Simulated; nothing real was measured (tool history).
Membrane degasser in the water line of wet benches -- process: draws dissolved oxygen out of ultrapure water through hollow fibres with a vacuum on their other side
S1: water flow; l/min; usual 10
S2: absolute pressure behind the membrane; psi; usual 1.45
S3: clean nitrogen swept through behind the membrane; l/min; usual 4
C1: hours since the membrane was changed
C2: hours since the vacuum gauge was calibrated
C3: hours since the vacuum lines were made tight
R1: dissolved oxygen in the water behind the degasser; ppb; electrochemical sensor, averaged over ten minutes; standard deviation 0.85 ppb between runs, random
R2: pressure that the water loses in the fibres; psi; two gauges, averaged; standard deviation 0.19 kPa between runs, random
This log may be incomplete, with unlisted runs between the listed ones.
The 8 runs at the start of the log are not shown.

run	hour	S1	S2	S3	C1	C2	C3	R1	R2
9	705.6	10	1.45	5.31	2008	5194	8220	71.5	5.287
10	792.1	10	1.45	5.31	2095	5280	8306	73.2	5.31
11	900.3	10	1.45	3.17	2203	5389	8415	94.8	5.326
12	985.6	10	1.45	7.87	2288	5474	8500	61.9	5.295
13	1093.8	10	1.45	4	2397	5582	8608	83.6	5.372
14	1208.4	10	1.45	4	2511	5697	8723	82.9	5.323
15	1293.8	10	1.45	8.16	2597	5782	8808	61.9	5.355
16	1366.7	10	1.45	9.82	2669	5855	8881	57.9	5.329
17	1475.6	10	1.45	9.82	2778	5964	8990	58.3	5.358
18	1537.3	9	1.8	10.91	2840	6025	9052	43.9	4.841
19	1606.1	9	1.8	10.91	2909	6094	9120	43.4	4.783
20	1696	9	1.8	6.62	2999	6184	9210	57	4.846
21	1780.5	12	1.62	4	3083	6269	9295	144.2	6.36
22	1900.6	12	1.62	4	3203	6389	9415	148.2	6.385
23	1958.3	12	1.62	4	3261	6447	9473	147.2	6.422
24	2079.8	12	1.62	4	3383	6568	9594	147.8	6.431
25	2202	14	0.96	5.7	3505	6690	9716	171	7.468
26	2276.9	14	1.58	5.7	3580	6765	9791	196.7	7.529
27	2356.4	14	1.58	5.7	3659	6845	9871	197.4	7.48
28	2435.7	7	2.41	8.57	3739	6924	9950	35	3.698
29	2523.6	7	1.86	4.76	3826	7012	10038	43.8	3.742
30	2575.7	6	2.73	6.28	3878	7064	10090	40.9	3.198

Each row is a separate what-if for the run after 30, all from the same tool condition, not one after another. Results?
A	2645.3	10	1.45	2.07	3948	7134	10160	?	?
B	2645.3	13	0.9	4.79	3948	7134	10160	?	?
C	2645.3	8	1.97	2.25	3948	7134	10160	?	?
D	2645.3	9	1.45	9.72	3948	7134	10160	?	?
E	2645.3	9	3.38	3.13	3948	7134	10160	?	?

run	R1	R2
A	125.5	5.385
B	138.6	6.939
C	108.8	4.279
D	42	4.831
E	172.8	4.812
Had the tool no hidden state, the same runs would have come out as:
run	R1	R2
A	117.4	5.32
B	130.2	6.854
C	102.4	4.228
D	39.1	4.773
E	165.3	4.754
